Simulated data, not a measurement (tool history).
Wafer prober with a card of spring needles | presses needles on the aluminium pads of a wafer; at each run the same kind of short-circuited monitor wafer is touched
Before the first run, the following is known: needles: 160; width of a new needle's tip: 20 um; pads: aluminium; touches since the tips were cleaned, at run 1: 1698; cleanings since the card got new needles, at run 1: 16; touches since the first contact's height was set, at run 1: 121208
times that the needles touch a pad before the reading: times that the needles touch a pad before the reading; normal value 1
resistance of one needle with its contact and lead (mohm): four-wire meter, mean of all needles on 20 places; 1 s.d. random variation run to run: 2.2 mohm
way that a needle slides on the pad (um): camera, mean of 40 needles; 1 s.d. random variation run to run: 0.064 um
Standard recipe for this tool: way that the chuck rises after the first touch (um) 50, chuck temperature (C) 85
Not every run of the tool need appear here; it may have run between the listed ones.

run,hour,way that the chuck rises after the first touch (um),chuck temperature (C),times that the needles touch a pad before the reading,touches since the tips were cleaned,cleanings since the card got new needles,touches since the first contact's height was set,resistance of one needle with its contact and lead (mohm),way that a needle slides on the pad (um)
1,0.0,50,85,1,1698,16,121208,373,10.18
# hour 13.7: tips cleaned on abrasive film
# hour 24.0: height of the first contact set anew
# hour 33.7: tips cleaned on abrasive film
2,37.4,50,85,1,1278,18,4591,338,9.80
# hour 53.1: tips cleaned on abrasive film
# hour 72.8: tips cleaned on abrasive film
3,81.4,50,85,1,2979,20,19691,434,9.73
# hour 94.4: tips cleaned on abrasive film
# hour 112.7: height of the first contact set anew, once more
# hour 116.5: tips cleaned on abrasive film
# hour 136.9: tips cleaned on abrasive film
4,136.9,50,101,1,0,23,8286,259,10.28
# hour 155.9: tips cleaned on abrasive film
# hour 176.1: tips cleaned on abrasive film
5,183.8,50,101,1,2682,25,24431,404,10.16
# hour 195.7: tips cleaned on abrasive film
6,213.0,50,101,1,5955,26,34449,477,10.28
# hour 215.5: tips cleaned on abrasive film
# hour 234.2: tips cleaned on abrasive film
7,239.6,50,85,1,1869,28,43565,379,10.18
# hour 255.2: tips cleaned on abrasive film
8,267.7,50,85,1,4318,29,53258,448,10.00
# hour 275.2: tips cleaned on abrasive film
# hour 293.9: tips cleaned on abrasive film
# hour 312.2: tips cleaned on abrasive film
9,319.6,50,85,1,2577,32,71062,392,10.07
# hour 331.2: tips cleaned on abrasive film
10,348.9,50,85,1,6110,33,81121,479,10.02
# hour 351.6: tips cleaned on abrasive film
# hour 372.8: tips cleaned on abrasive film
# hour 392.4: tips cleaned on abrasive film
11,396.6,50,85,1,1428,36,97482,374,9.99
# hour 411.1: tips cleaned on abrasive film
# hour 429.4: tips cleaned on abrasive film
12,436.3,62,85,1,2371,38,111131,353,12.18
# hour 448.9: tips cleaned on abrasive film
13,461.3,62,85,1,4285,39,119737,392,12.36
# hour 470.5: tips cleaned on abrasive film
# hour 488.9: height of the first contact set anew
# hour 492.6: tips cleaned on abrasive film
14,509.9,62,85,1,5959,41,7207,398,12.69
# hour 512.4: tips cleaned on abrasive film
# hour 532.4: tips cleaned on abrasive film
# hour 553.2: tips cleaned on abrasive film
15,560.3,62,85,1,2480,44,24532,338,12.71
# hour 574.7: tips cleaned on abrasive film
16,586.0,62,44,1,3888,45,33344,372,12.68
# hour 595.3: tips cleaned on abrasive film
# hour 613.9: tips cleaned on abrasive film
# hour 634.2: tips cleaned on abrasive film
17,635.9,58,33,2,603,48,50473,259,11.74
# hour 654.5: tips cleaned on abrasive film
# hour 674.8: tips cleaned on abrasive film
18,678.1,50,26,1,1151,50,64967,334,10.13
# hour 693.7: tips cleaned on abrasive film
# hour 712.8: tips cleaned on abrasive film
19,715.6,50,86,1,976,52,77844,347,10.00
# hour 733.2: tips cleaned on abrasive film
# hour 751.7: tips cleaned on abrasive film
# hour 770.6: tips cleaned on abrasive film
20,770.6,32,114,1,0,55,96714,326,6.33
# hour 788.8: tips cleaned on abrasive film
# hour 808.0: tips cleaned on abrasive film
21,816.0,32,26,2,2762,57,112330,552,6.18
# hour 828.4: tips cleaned on abrasive film
# hour 847.7: tips cleaned on abrasive film
# hour 866.2: tips cleaned on abrasive film
# hour 866.5: height of the first contact set anew
22,869.4,32,26,2,989,60,989,353,6.61
# hour 887.0: tips cleaned on abrasive film
# hour 909.1: tips cleaned on abrasive film
23,916.5,57,48,3,2549,62,17187,286,11.81
# hour 929.5: tips cleaned on abrasive film
# hour 950.4: tips cleaned on abrasive film
24,962.2,38,85,2,4061,64,32879,475,7.83
# hour 969.3: tips cleaned on abrasive film
# hour 992.1: tips cleaned on abrasive film
25,1004.0,38,85,2,4091,66,47240,465,7.61
# hour 1011.8: tips cleaned on abrasive film
# hour 1030.5: tips cleaned on abrasive film
26,1045.3,38,85,2,5098,68,61432,519,7.65
# hour 1049.0: tips cleaned on abrasive film
# hour 1069.1: tips cleaned on abrasive film
27,1084.6,38,85,2,5335,70,74939,508,7.67
# hour 1089.0: tips cleaned on abrasive film
# hour 1108.6: tips cleaned on abrasive film
28,1117.3,38,85,2,2989,72,86145,439,7.74
# hour 1128.0: tips cleaned on abrasive film
# hour 1148.4: tips cleaned on abrasive film
# hour 1168.8: tips cleaned on abrasive film
29,1170.9,36,51,2,721,75,104557,343,7.01
# hour 1188.1: tips cleaned on abrasive film
30,1198.5,39,32,1,3589,76,114035,643,7.63

Forecast each of these 3 alternatives for the next run:
# hour 1207.0: tips cleaned on abrasive film
# hour 1225.8: tips cleaned on abrasive film
A,1228.7,50,28,1,1015,78,124417,?,?
# hour 1207.0: tips cleaned on abrasive film
# hour 1225.8: tips cleaned on abrasive film
B,1228.7,38,34,1,1015,78,124417,?,?
# hour 1207.0: tips cleaned on abrasive film
# hour 1225.8: tips cleaned on abrasive film
C,1228.7,39,69,2,1015,78,124417,?,?

run,resistance of one needle with its contact and lead (mohm),way that a needle slides on the pad (um)
A,340,9.89
B,427,7.39
C,352,7.64
Without the tool's unlogged condition, the same runs would have read:
run,resistance of one needle with its contact and lead (mohm),way that a needle slides on the pad (um)
A,229,10.31
B,240,7.81
C,248,8.05
